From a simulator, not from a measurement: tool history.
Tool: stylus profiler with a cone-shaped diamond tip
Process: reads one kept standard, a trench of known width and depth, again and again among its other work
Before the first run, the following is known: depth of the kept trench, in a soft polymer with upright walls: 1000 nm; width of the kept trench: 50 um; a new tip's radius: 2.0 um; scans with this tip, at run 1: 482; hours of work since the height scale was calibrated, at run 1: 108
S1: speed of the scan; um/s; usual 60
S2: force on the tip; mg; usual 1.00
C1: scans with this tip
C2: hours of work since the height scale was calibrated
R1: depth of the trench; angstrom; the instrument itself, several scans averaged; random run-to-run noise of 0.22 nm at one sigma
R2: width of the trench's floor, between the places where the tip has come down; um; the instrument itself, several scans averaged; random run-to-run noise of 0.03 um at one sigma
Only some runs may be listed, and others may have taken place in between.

Run 1, day 0.000: usual settings; C1 482; C2 108. Result: R1 10038.3 angstrom, R2 46.23 um.
Run 2, day 0.746: usual settings; C1 535; C2 120. Result: R1 10041.4 angstrom, R2 46.27 um.
Run 3, day 1.204: usual settings; C1 568; C2 127. Result: R1 10045.0 angstrom, R2 46.24 um.
Run 4, day 2.192: usual settings; C1 638; C2 143. Result: R1 10040.9 angstrom, R2 46.26 um.
Run 5, day 3.271: usual settings; C1 715; C2 160. Result: R1 10043.8 angstrom, R2 46.22 um.
Run 6, day 3.888: usual settings but S2 2.83 mg; C1 759; C2 170. Result: R1 10083.0 angstrom, R2 46.32 um.
Run 7, day 4.350: usual settings but S1 61 um/s; C1 791; C2 177. Result: R1 10042.2 angstrom, R2 46.21 um.
Run 8, day 5.475: usual settings but S1 61 um/s; C1 871; C2 195. Result: R1 10045.8 angstrom, R2 46.11 um.
Run 9, day 6.029: usual settings but S2 0.63 mg; C1 911; C2 204. Result: R1 10029.3 angstrom, R2 46.11 um.
Run 10, day 7.062: usual settings but S2 0.63 mg; C1 984; C2 221. Result: R1 10032.8 angstrom, R2 46.14 um.
Run 11, day 8.075: usual settings but S1 17 um/s, S2 0.58 mg; C1 1056; C2 237. Result: R1 10036.6 angstrom, R2 46.31 um.
Run 12, day 8.738: usual settings but S1 17 um/s, S2 0.58 mg; C1 1103; C2 247. Result: R1 10032.1 angstrom, R2 46.27 um.
Run 13, day 9.762: usual settings but S1 17 um/s, S2 0.58 mg; C1 1176; C2 264. Result: R1 10037.2 angstrom, R2 46.25 um.
Run 14, day 10.633: usual settings but S1 17 um/s, S2 0.58 mg; C1 1238; C2 278. Result: R1 10033.0 angstrom, R2 46.32 um.
Run 15, day 11.683: usual settings but S1 17 um/s; C1 1313; C2 294. Result: R1 10047.3 angstrom, R2 46.30 um.
Run 16, day 12.512: usual settings but S1 24 um/s, S2 0.56 mg; C1 1372; C2 308. Result: R1 10034.6 angstrom, R2 46.21 um.
Run 17, day 13.029: usual settings but S1 99 um/s, S2 2.07 mg; C1 1409; C2 316. Result: R1 10074.1 angstrom, R2 46.15 um.
Run 18, day 14.038: usual settings but S1 20 um/s, S2 0.53 mg; C1 1480; C2 332. Result: R1 10035.2 angstrom, R2 46.22 um.
Run 19, day 14.625: usual settings but S1 31 um/s; C1 1522; C2 341. Result: R1 10051.6 angstrom, R2 46.27 um.

5 ways to go on from here, each from the tool as it stands after run 19. What would each give?
Run A, day 15.329: usual settings but S1 27 um/s, S2 0.63 mg; C1 1572; C2 352. Result: R1 ?, R2 ?.
Run B, day 15.329: usual settings but S1 31 um/s, S2 1.71 mg; C1 1572; C2 352. Result: R1 ?, R2 ?.
Run C, day 15.329: usual settings but S1 41 um/s, S2 0.80 mg; C1 1572; C2 352. Result: R1 ?, R2 ?.
Run D, day 15.329: usual settings but S1 68 um/s, S2 0.38 mg; C1 1572; C2 352. Result: R1 ?, R2 ?.
Run E, day 15.329: usual settings but S1 37 um/s, S2 0.75 mg; C1 1572; C2 352. Result: R1 ?, R2 ?.

run       R1     R2
  A  10039.7  46.19
  B  10063.5  46.25
  C  10041.6  46.22
  D  10031.2  45.97
  E  10037.1  46.21
Stripped of hidden state, with their random variation kept, the same runs would have yielded:
run       R1     R2
  A  10030.6  46.39
  B  10054.5  46.45
  C  10032.5  46.42
  D  10022.1  46.17
  E  10028.0  46.41
